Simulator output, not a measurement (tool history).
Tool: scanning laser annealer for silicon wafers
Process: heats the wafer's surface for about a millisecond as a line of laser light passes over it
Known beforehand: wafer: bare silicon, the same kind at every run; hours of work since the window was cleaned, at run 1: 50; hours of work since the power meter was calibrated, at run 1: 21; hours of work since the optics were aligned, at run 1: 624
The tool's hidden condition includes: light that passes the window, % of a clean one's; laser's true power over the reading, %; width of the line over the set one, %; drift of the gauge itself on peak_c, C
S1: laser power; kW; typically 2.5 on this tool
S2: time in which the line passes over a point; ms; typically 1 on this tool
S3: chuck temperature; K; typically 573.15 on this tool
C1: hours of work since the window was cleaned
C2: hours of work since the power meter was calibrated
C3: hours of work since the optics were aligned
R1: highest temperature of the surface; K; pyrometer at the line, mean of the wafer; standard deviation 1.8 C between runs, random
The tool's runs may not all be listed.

run	day	S1	S2	S3	C1	C2	C3	R1
1	0	2.5	1	573.15	50	21	624	1328.15
2	1.429	2.5	1	573.15	67	38	641	1326.15
3	2.504	2.5	1	573.15	80	51	654	1324.15
4	3.908	2.5	1	573.15	97	68	671	1326.15
5	4.8	2.62	1	573.15	108	79	682	1363.15
6	6.433	2.441	1	573.15	128	99	702	1305.15
7	7.721	2.441	1	573.15	143	115	717	1310.15
8	8.483	2.441	1	539.15	153	124	727	1275.15
9	9.779	2.441	1	539.15	168	140	742	1273.15
10	10.838	2.445	1	573.15	181	152	755	1308.15
11	12.088	2.445	1	550.15	196	168	770	1287.15
12	12.838	2.533	1	573.15	205	177	780	1334.15
13	14.583	2.533	1	573.15	227	198	801	1334.15
14	16.021	2.533	1	573.15	244	215	818	1333.15
15	16.829	2.533	1	573.15	254	225	828	1334.15
16	17.825	2.533	1	573.15	266	237	840	1335.15
17	19.283	2.5	1	573.15	284	255	858	1325.15
18	20.317	2.5	1	573.15	296	268	870	1326.15
19	21.371	2.5	1	573.15	309	280	883	1327.15
# day 22.188: optics aligned, line set to its width
20	23.179	2.5	0.77	573.15	328	300	12	1245.15
21	24.675	2.5	1.14	573.15	347	318	30	1368.15
22	26.183	2.5	1.14	573.15	365	336	48	1369.15
23	27.654	2.5	1.14	573.15	383	354	66	1371.15
24	29.104	2.553	1.16	536.15	400	372	84	1357.15
25	30.488	2.553	1.16	536.15	417	388	101	1357.15
26	32.142	2.297	1	589.15	437	409	121	1283.15
27	33.638	2.136	0.94	580.15	455	427	139	1206.15
28	35.088	2.136	0.91	580.15	473	444	157	1198.15
29	36.371	2.5	0.76	573.15	488	460	172	1240.15
30	37.088	2.297	1.04	573.15	497	469	181	1277.15
31	38.712	2.297	1.04	573.15	517	488	201	1278.15
32	40.408	2.297	1.04	573.15	537	509	221	1279.15
33	42.05	2.446	0.8	573.15	557	529	241	1240.15
34	43.667	2.668	0.95	573.15	577	548	261	1357.15
35	44.45	2.5	1.23	544.15	587	558	270	1368.15
36	46.146	2.408	1.15	573.15	607	579	291	1345.15
37	47.121	2.686	1	573.15	619	590	303	1383.15
38	47.888	2.686	1	573.15	628	600	312	1383.15
# day 49.354: window over the wafer cleaned
39	49.454	2.661	0.99	573.15	1	618	330	1371.15
40	50.558	2.589	0.99	543.15	15	631	343	1320.15
41	52.133	2.307	0.85	588.15	34	650	362	1236.15

3 options for the next run, each taken on its own from the tool as it stands now. Forecast them:
A	53.412	2.747	1	570.15	49	666	378	?
B	53.412	2.533	1.16	545.15	49	666	378	?
C	53.412	2.294	0.85	579.15	49	666	378	?

run	R1
A	1401.15
B	1362.15
C	1224.15
Without the tool's hidden state the same runs would have given:
run	R1
A	1402.15
B	1362.15
C	1224.15
